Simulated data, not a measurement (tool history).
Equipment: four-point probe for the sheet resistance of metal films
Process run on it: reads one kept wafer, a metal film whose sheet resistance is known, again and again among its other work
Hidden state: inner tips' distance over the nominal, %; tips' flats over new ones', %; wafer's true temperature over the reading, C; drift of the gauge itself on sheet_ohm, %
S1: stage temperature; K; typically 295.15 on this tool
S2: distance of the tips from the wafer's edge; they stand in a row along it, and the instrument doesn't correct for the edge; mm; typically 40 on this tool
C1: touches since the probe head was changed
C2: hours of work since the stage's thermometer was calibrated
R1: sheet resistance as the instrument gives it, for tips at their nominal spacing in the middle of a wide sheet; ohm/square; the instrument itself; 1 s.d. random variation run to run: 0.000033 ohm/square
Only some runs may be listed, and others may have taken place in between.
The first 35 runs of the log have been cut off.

Run 36, hour 1056.5: usual settings but S1 299.15 K, S2 6 mm; C1 155950; C2 307. Result: R1 0.168316 ohm/square.
Run 37, hour 1085.7: usual settings but S1 307.15 K, S2 7 mm; C1 157515; C2 327. Result: R1 0.167568 ohm/square.
Run 38, hour 1105.8: usual settings but S1 307.15 K, S2 7 mm; C1 158590; C2 341. Result: R1 0.167568 ohm/square.
Run 39, hour 1124.8: usual settings but S1 308.15 K; C1 159605; C2 354. Result: R1 0.165813 ohm/square.
Run 40, hour 1160.2: usual settings but S1 308.15 K; C1 161501; C2 378. Result: R1 0.165704 ohm/square.
Run 41, hour 1192.9: usual settings but S1 303.15 K, S2 3 mm; C1 163252; C2 401. Result: R1 0.175032 ohm/square.
Run 42, hour 1210.5: usual settings but S1 303.15 K, S2 3 mm; C1 164192; C2 413. Result: R1 0.174992 ohm/square.
At hour 1240.7: new probe head fitted.
Run 43, hour 1249.5: usual settings but S1 291.15 K, S2 4 mm; C1 471; C2 439. Result: R1 0.172017 ohm/square.
Run 44, hour 1268.4: usual settings but S1 291.15 K, S2 11 mm; C1 1483; C2 452. Result: R1 0.167354 ohm/square.

Below are 3 alternative next runs, each starting from the tool's condition after run 44. Predict each:
Run A, hour 1298.4: usual settings but S1 301.15 K, S2 14 mm; C1 3086; C2 473. Result: R1 ?.
Run B, hour 1298.4: usual settings but S2 6 mm; C1 3086; C2 473. Result: R1 ?.
Run C, hour 1298.4: usual settings but S2 24 mm; C1 3086; C2 473. Result: R1 ?.

run        R1
  A  0.166944
  B  0.168997
  C  0.166718
Without the tool's unlogged condition, the same runs would have read:
run        R1
  A  0.167815
  B  0.169880
  C  0.167589
